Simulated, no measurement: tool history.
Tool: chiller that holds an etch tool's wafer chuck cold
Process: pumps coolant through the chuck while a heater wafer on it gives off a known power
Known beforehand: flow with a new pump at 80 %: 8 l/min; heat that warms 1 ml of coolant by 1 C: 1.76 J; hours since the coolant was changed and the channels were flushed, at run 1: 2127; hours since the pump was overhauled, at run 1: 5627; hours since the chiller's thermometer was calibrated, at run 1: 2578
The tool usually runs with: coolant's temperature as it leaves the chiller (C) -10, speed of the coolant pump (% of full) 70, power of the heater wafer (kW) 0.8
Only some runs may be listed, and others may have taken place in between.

run,hour,coolant's temperature as it leaves the chiller (C),speed of the coolant pump (% of full),power of the heater wafer (kW),hours since the coolant was changed and the channels were flushed,hours since the pump was overhauled,hours since the chiller's thermometer was calibrated,chuck's temperature once it has settled (C),how much warmer the coolant comes back (C)
1,0,-10,70,0.8,2127,5627,2578,-3.1,4.04
# hour 154.4: coolant pump overhauled
2,199.9,-10,70,0.8,2322,46,2773,-3.2,3.97
# hour 295.2: chiller's thermometer calibrated
3,319.4,-10,70,0.8,2441,164,24,-3.3,4.03
4,434.4,-10,70,0.8,2555,279,139,-3.1,4
5,565.8,-10,70,0.8,2687,410,271,-3.1,3.96
6,785.3,-10,70,0.8,2906,630,490,-3.2,4
7,931.8,-10,70,0.8,3053,776,637,-3.1,4
8,1072.7,-10,70,0.8,3194,917,777,-3.3,3.98
9,1214,-10,70,0.8,3335,1059,919,-3.3,3.98
10,1355.6,-10,70,0.8,3477,1200,1060,-3.1,4.01
11,1489,-10,70,0.722,3610,1334,1194,-3.9,3.56
12,1581.5,-10,70,0.722,3703,1426,1286,-3.9,3.53
13,1728.7,-10,70,0.722,3850,1573,1433,-3.8,3.57
14,1827,-10,70,0.722,3948,1672,1532,-3.8,3.49
15,1927.8,-17,61,0.428,4049,1772,1633,-12.9,2.5
16,2126.8,-17,61,0.655,4248,1971,1832,-10.8,3.85
17,2221.3,-16,70,0.483,4342,2066,1926,-11.9,2.41
18,2382.9,-16,70,0.483,4504,2228,2088,-12,2.44
# hour 2417.1: coolant changed, channels flushed
19,2606,-7,97,0.402,189,2445,2305,-4.4,1.36
20,2756.3,-11,97,0.445,339,2595,2455,-8.2,1.55
21,2925,-10,73,0.5,508,2764,2624,-6,2.41
22,3078.2,-16,88,0.548,661,2917,2777,-12.4,2.1
# hour 3161.8: chiller's thermometer calibrated
23,3284.5,-11,82,0.8,866,3122,123,-5.2,3.31
24,3492.1,-14,95,1.111,1074,3330,330,-6.8,3.92
25,3657.4,-14,95,1.111,1239,3495,496,-6.9,3.92
26,3837.4,-10,61,0.921,1419,3675,676,-1,5.35
27,3986.6,-10,70,1.133,1568,3824,825,-0.4,5.68

Branching from run 27: 3 alternative next runs. What would each branch give?
A,4126,-15,68,0.849,1708,3964,964,?,?
B,4126,-10,68,0.8,1708,3964,964,?,?
C,4126,-11,69,0.521,1708,3964,964,?,?

run,chuck's temperature once it has settled (C),how much warmer the coolant comes back (C)
A,-7.7,4.36
B,-3.1,4.11
C,-6.5,2.6
Stripped of hidden state, with their random variation kept, the same runs would have yielded:
run,chuck's temperature once it has settled (C),how much warmer the coolant comes back (C)
A,-7.8,4.35
B,-3.1,4.1
C,-6.5,2.59

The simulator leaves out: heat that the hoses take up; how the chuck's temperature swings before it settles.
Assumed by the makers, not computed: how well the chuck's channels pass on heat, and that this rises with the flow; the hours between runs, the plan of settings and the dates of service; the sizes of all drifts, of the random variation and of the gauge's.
